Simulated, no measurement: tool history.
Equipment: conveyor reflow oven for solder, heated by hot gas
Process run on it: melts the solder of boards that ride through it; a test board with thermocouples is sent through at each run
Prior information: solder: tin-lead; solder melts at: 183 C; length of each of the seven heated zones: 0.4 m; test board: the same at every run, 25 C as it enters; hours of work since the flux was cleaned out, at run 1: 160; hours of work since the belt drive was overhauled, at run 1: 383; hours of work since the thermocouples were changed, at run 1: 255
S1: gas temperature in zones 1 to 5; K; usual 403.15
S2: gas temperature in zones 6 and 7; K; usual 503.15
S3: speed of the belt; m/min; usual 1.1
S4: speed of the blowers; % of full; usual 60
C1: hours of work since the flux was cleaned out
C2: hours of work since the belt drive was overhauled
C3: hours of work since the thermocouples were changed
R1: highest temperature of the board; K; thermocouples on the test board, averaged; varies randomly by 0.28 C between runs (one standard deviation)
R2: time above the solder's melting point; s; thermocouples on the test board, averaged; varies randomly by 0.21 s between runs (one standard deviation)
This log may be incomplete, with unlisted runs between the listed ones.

{"run": 1, "hour": 0.0, "S1": 403.15, "S2": 503.15, "S3": 1.1, "S4": 60, "C1": 160, "C2": 383, "C3": 255, "R1": 478.15, "R2": 24}
{"hour": 7.1, "done": "flux residue cleaned out of gas plates and filters"}
{"run": 2, "hour": 14.2, "S1": 402.15, "S2": 503.15, "S3": 1.1, "S4": 60, "C1": 5, "C2": 390, "C3": 262, "R1": 478.55, "R2": 23.9}
{"run": 3, "hour": 26.6, "S1": 402.15, "S2": 503.15, "S3": 1.1, "S4": 60, "C1": 15, "C2": 400, "C3": 271, "R1": 478.85, "R2": 23.9}
{"run": 4, "hour": 40.0, "S1": 403.15, "S2": 503.15, "S3": 1.1, "S4": 74, "C1": 25, "C2": 410, "C3": 281, "R1": 483.45, "R2": 27.2}
{"run": 5, "hour": 53.3, "S1": 403.15, "S2": 503.15, "S3": 1.1, "S4": 74, "C1": 35, "C2": 420, "C3": 291, "R1": 483.55, "R2": 27.2}
{"run": 6, "hour": 66.0, "S1": 403.15, "S2": 498.15, "S3": 1.1, "S4": 85, "C1": 45, "C2": 430, "C3": 301, "R1": 481.45, "R2": 26.9}
{"run": 7, "hour": 75.8, "S1": 403.15, "S2": 503.15, "S3": 1.1, "S4": 71, "C1": 52, "C2": 437, "C3": 309, "R1": 482.45, "R2": 26.8}
{"hour": 80.6, "done": "belt drive overhauled, speed set with a stopwatch"}
{"run": 8, "hour": 86.8, "S1": 403.15, "S2": 503.15, "S3": 1.1, "S4": 71, "C1": 58, "C2": 5, "C3": 314, "R1": 482.45, "R2": 27.3}
{"run": 9, "hour": 100.1, "S1": 403.15, "S2": 503.15, "S3": 1.1, "S4": 71, "C1": 68, "C2": 15, "C3": 324, "R1": 482.35, "R2": 26.7}
{"run": 10, "hour": 112.9, "S1": 403.15, "S2": 503.15, "S3": 1.1, "S4": 77, "C1": 78, "C2": 25, "C3": 334, "R1": 484.05, "R2": 27.7}

Entry by entry between the runs, the difference in hidden state between the last listed run before and the first listed run after:
Logged between run 1 and run 2: flux residue cleaned out of gas plates and filters (hour 7.1)
  heat that the gas passes to the board, % of a clean oven's: 97.4 -> 99.4; belt's true speed, % of the reading: 99.47 -> 99.46; true gas temperature in zones 6 and 7 over the reading, C: 0.72 -> 0.75
  measured result minus the result with no hidden state, R1: +0 -> +0.7 K; R2: +0.1 -> +0.6 s
Logged between run 7 and run 8: belt drive overhauled, speed set with a stopwatch (hour 80.6)
  heat that the gas passes to the board, % of a clean oven's: 98.8 -> 98.7; belt's true speed, % of the reading: 99.4 -> 99.19; true gas temperature in zones 6 and 7 over the reading, C: 0.94 -> 0.96
  measured result minus the result with no hidden state, R1: +0.6 -> +0.7 K; R2: +0.5 -> +0.6 s

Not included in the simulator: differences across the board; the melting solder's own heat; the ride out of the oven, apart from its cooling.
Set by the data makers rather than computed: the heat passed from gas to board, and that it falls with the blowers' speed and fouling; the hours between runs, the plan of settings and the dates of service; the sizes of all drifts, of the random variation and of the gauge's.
